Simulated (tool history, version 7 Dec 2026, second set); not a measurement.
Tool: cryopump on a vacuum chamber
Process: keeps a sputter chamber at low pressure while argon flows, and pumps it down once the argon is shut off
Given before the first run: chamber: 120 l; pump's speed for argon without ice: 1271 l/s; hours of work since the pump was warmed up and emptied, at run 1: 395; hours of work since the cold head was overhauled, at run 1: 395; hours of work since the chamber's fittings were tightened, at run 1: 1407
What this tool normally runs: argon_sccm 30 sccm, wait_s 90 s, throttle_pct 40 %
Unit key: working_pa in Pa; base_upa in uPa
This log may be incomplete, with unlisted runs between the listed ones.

run,day,argon_sccm,wait_s,throttle_pct,hours of work since the pump was warmed up and emptied,hours of work since the cold head was overhauled,hours of work since the chamber's fittings were tightened,working_pa,base_upa
1,0,30,90,40,395,395,1407,0.1039,3.17
2,4.242,30,90,40,447,447,1459,0.1048,3.38
3,8.2,30,90,40,495,495,1507,0.1059,3.48
4,12.733,30,90,40,550,550,1562,0.1051,3.47
5,17.404,30,90,40,607,607,1619,0.1054,3.63
6,20.071,30,90,40,640,640,1652,0.1041,3.73
7,22.321,30,222,40,667,667,1679,0.1067,2.98
8,25.442,30,222,40,705,705,1717,0.1065,3.11
9,28.162,30,222,40,738,738,1750,0.1082,3.16
10,30.292,30,222,40,764,764,1776,0.1069,3.22
11,32.629,29,234,40,793,793,1805,0.1048,3.24
12,35.042,30,63,51,822,822,1834,0.087,4.58
13,38.375,25,199,51,862,862,1875,0.0734,3.54
14,42.029,15,31,27,907,907,1919,0.0797,6.38
15,44.762,30,25,40,940,940,1952,0.1105,7.39
# day 45.4: pump warmed up, emptied and cooled again
16,49.371,37,80,40,48,994,2006,0.1242,3.87
# day 49.854: leaking fittings of the chamber tightened, without venting
17,53.217,37,109,32,94,1040,41,0.1555,1.27

5 ways to go on from here, each from the tool as it stands after run 17. What would each give?
A,56.083,37,64,25,129,1075,76,?,?
B,56.083,13,120,18,129,1075,76,?,?
C,56.083,30,90,16,129,1075,76,?,?
D,56.083,57,59,30,129,1075,76,?,?
E,56.083,14,109,32,129,1075,76,?,?

run,working_pa,base_upa
A,0.1979,1.94
B,0.0982,1.24
C,0.2503,1.51
D,0.2527,2.13
E,0.0594,1.27
Without the tool's hidden state the same runs would have given:
run,working_pa,base_upa
A,0.1959,1.82
B,0.0974,1.12
C,0.2487,1.39
D,0.2496,2.01
E,0.0586,1.15
